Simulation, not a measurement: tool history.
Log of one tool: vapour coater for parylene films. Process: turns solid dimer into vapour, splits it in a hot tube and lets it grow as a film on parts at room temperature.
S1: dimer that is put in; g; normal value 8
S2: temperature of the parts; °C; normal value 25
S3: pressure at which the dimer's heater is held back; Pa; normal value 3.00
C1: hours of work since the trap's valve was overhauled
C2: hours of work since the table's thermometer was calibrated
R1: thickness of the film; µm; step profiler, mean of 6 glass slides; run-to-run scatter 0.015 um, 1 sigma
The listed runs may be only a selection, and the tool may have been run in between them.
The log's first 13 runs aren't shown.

run 14 day=19.712 | S1=8 S2=30 S3=3.00 | C1=422 C2=879 | R1=1.77
run 15 day=21.612 | S1=8 S2=30 S3=3.00 | C1=441 C2=898 | R1=1.76
run 16 day=22.933 | S1=8 S2=30 S3=3.00 | C1=454 C2=911 | R1=1.78
run 17 day=24.021 | S1=7 S2=32 S3=3.57 | C1=465 C2=922 | R1=1.43
run 18 day=25.688 | S1=7 S2=32 S3=3.57 | C1=481 C2=939 | R1=1.44
run 19 day=27.029 | S1=7 S2=32 S3=3.57 | C1=494 C2=952 | R1=1.43
run 20 day=28.288 | S1=12 S2=22 S3=5.96 | C1=507 C2=964 | R1=3.44
run 21 day=29.171 | S1=12 S2=28 S3=9.92 | C1=515 C2=973 | R1=2.65
run 22 day=30.346 | S1=12 S2=28 S3=9.92 | C1=527 C2=985 | R1=2.64
run 23 day=31.217 | S1=12 S2=19 S3=4.58 | C1=536 C2=993 | R1=3.91
-- day=31.725 trap's valve overhauled
run 24 day=32.508 | S1=12 S2=19 S3=4.58 | C1=8 C2=1004 | R1=4.23
run 25 day=33.612 | S1=4 S2=25 S3=3.17 | C1=19 C2=1015 | R1=1.15
run 26 day=34.588 | S1=8 S2=18 S3=3.00 | C1=28 C2=1025 | R1=3.04
run 27 day=35.500 | S1=8 S2=18 S3=3.00 | C1=37 C2=1034 | R1=3.02
run 28 day=36.588 | S1=8 S2=18 S3=3.00 | C1=48 C2=1045 | R1=3.02
run 29 day=38.233 | S1=6 S2=18 S3=3.00 | C1=64 C2=1061 | R1=2.26
run 30 day=39.475 | S1=10 S2=33 S3=3.00 | C1=77 C2=1073 | R1=2.10
run 31 day=40.492 | S1=10 S2=33 S3=3.00 | C1=87 C2=1083 | R1=2.09

Below are 4 alternative next runs, each starting from the tool's condition after run 31. Predict each:
run A day=41.358 | S1=3 S2=33 S3=3.00 | C1=95 C2=1092 | R1=?
run B day=41.358 | S1=5 S2=30 S3=3.00 | C1=95 C2=1092 | R1=?
run C day=41.358 | S1=12 S2=33 S3=3.33 | C1=95 C2=1092 | R1=?
run D day=41.358 | S1=10 S2=26 S3=3.00 | C1=95 C2=1092 | R1=?

run=A R1=0.61
run=B R1=1.16
run=C R1=2.48
run=D R1=2.76
What these runs would have given with no unlogged condition in the tool:
run=A R1=0.60
run=B R1=1.14
run=C R1=2.42
run=D R1=2.71
